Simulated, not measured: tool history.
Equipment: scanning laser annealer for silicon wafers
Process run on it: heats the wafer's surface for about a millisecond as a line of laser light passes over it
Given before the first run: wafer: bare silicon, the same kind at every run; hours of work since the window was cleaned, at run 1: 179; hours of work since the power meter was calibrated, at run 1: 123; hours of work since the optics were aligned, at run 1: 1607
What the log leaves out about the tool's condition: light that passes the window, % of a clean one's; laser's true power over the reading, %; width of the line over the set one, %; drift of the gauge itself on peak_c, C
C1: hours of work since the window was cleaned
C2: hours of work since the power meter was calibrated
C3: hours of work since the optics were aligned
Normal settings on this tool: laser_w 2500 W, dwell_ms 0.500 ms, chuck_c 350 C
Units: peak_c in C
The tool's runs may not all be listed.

run 1 hour=0.0 | laser_w=2500 dwell_ms=0.500 chuck_c=350 | C1=179 C2=123 C3=1607 | peak_c=1086
run 2 hour=5.9 | laser_w=2500 dwell_ms=0.434 chuck_c=350 | C1=182 C2=126 C3=1610 | peak_c=1043
run 3 hour=13.1 | laser_w=2500 dwell_ms=0.385 chuck_c=350 | C1=186 C2=129 C3=1613 | peak_c=1008
run 4 hour=21.7 | laser_w=2500 dwell_ms=0.385 chuck_c=382 | C1=190 C2=133 C3=1617 | peak_c=1045
run 5 hour=30.9 | laser_w=2500 dwell_ms=0.385 chuck_c=382 | C1=194 C2=138 C3=1622 | peak_c=1043
run 6 hour=39.2 | laser_w=2500 dwell_ms=0.385 chuck_c=382 | C1=198 C2=142 C3=1626 | peak_c=1046
run 7 hour=45.8 | laser_w=2500 dwell_ms=0.500 chuck_c=317 | C1=202 C2=145 C3=1629 | peak_c=1056
run 8 hour=54.1 | laser_w=2500 dwell_ms=0.500 chuck_c=329 | C1=206 C2=149 C3=1633 | peak_c=1068
run 9 hour=60.4 | laser_w=2584 dwell_ms=0.500 chuck_c=350 | C1=209 C2=152 C3=1636 | peak_c=1115
run 10 hour=65.4 | laser_w=2584 dwell_ms=0.500 chuck_c=350 | C1=211 C2=154 C3=1639 | peak_c=1117
run 11 hour=74.0 | laser_w=2500 dwell_ms=0.400 chuck_c=350 | C1=215 C2=159 C3=1643 | peak_c=1021
run 12 hour=83.4 | laser_w=2500 dwell_ms=0.400 chuck_c=350 | C1=220 C2=163 C3=1647 | peak_c=1024
run 13 hour=88.9 | laser_w=2500 dwell_ms=0.400 chuck_c=350 | C1=222 C2=166 C3=1650 | peak_c=1022
run 14 hour=97.4 | laser_w=2500 dwell_ms=0.500 chuck_c=335 | C1=227 C2=170 C3=1654 | peak_c=1073
run 15 hour=103.6 | laser_w=2500 dwell_ms=0.500 chuck_c=335 | C1=230 C2=173 C3=1657 | peak_c=1073
run 16 hour=110.4 | laser_w=2500 dwell_ms=0.500 chuck_c=335 | C1=233 C2=176 C3=1660 | peak_c=1071
run 17 hour=119.2 | laser_w=2500 dwell_ms=0.500 chuck_c=335 | C1=237 C2=180 C3=1665 | peak_c=1073
run 18 hour=127.6 | laser_w=2686 dwell_ms=0.427 chuck_c=342 | C1=241 C2=185 C3=1669 | peak_c=1088
run 19 hour=137.0 | laser_w=2581 dwell_ms=0.481 chuck_c=351 | C1=246 C2=189 C3=1673 | peak_c=1102
run 20 hour=145.2 | laser_w=2581 dwell_ms=0.374 chuck_c=354 | C1=250 C2=193 C3=1677 | peak_c=1033
run 21 hour=154.1 | laser_w=2249 dwell_ms=0.500 chuck_c=350 | C1=254 C2=197 C3=1682 | peak_c=1005
run 22 hour=158.8 | laser_w=2500 dwell_ms=0.500 chuck_c=348 | C1=256 C2=200 C3=1684 | peak_c=1088
run 23 hour=166.0 | laser_w=2638 dwell_ms=0.533 chuck_c=389 | C1=260 C2=203 C3=1687 | peak_c=1195
run 24 hour=170.0 | laser_w=2638 dwell_ms=0.533 chuck_c=389 | C1=262 C2=205 C3=1689 | peak_c=1195
run 25 hour=176.3 | laser_w=2498 dwell_ms=0.533 chuck_c=389 | C1=265 C2=208 C3=1692 | peak_c=1147
run 26 hour=182.2 | laser_w=2385 dwell_ms=0.373 chuck_c=345 | C1=268 C2=211 C3=1695 | peak_c=963
run 27 hour=189.4 | laser_w=2660 dwell_ms=0.573 chuck_c=380 | C1=271 C2=214 C3=1699 | peak_c=1220
run 28 hour=196.1 | laser_w=2660 dwell_ms=0.573 chuck_c=380 | C1=274 C2=218 C3=1702 | peak_c=1219

Consider 4 possible next runs. They are alternatives, not a sequence: every one starts from the tool as it was left by run 28. What does each give?
run A hour=202.5 | laser_w=2144 dwell_ms=0.403 chuck_c=313 | C1=277 C2=221 C3=1705 | peak_c=?
run B hour=202.5 | laser_w=2660 dwell_ms=0.573 chuck_c=384 | C1=277 C2=221 C3=1705 | peak_c=?
run C hour=202.5 | laser_w=2281 dwell_ms=0.500 chuck_c=320 | C1=277 C2=221 C3=1705 | peak_c=?
run D hour=202.5 | laser_w=2500 dwell_ms=0.500 chuck_c=389 | C1=277 C2=221 C3=1705 | peak_c=?

run=A peak_c=878
run=B peak_c=1224
run=C peak_c=984
run=D peak_c=1127
With no hidden state in the tool, these same runs would have given:
run=A peak_c=879
run=B peak_c=1225
run=C peak_c=985
run=D peak_c=1128

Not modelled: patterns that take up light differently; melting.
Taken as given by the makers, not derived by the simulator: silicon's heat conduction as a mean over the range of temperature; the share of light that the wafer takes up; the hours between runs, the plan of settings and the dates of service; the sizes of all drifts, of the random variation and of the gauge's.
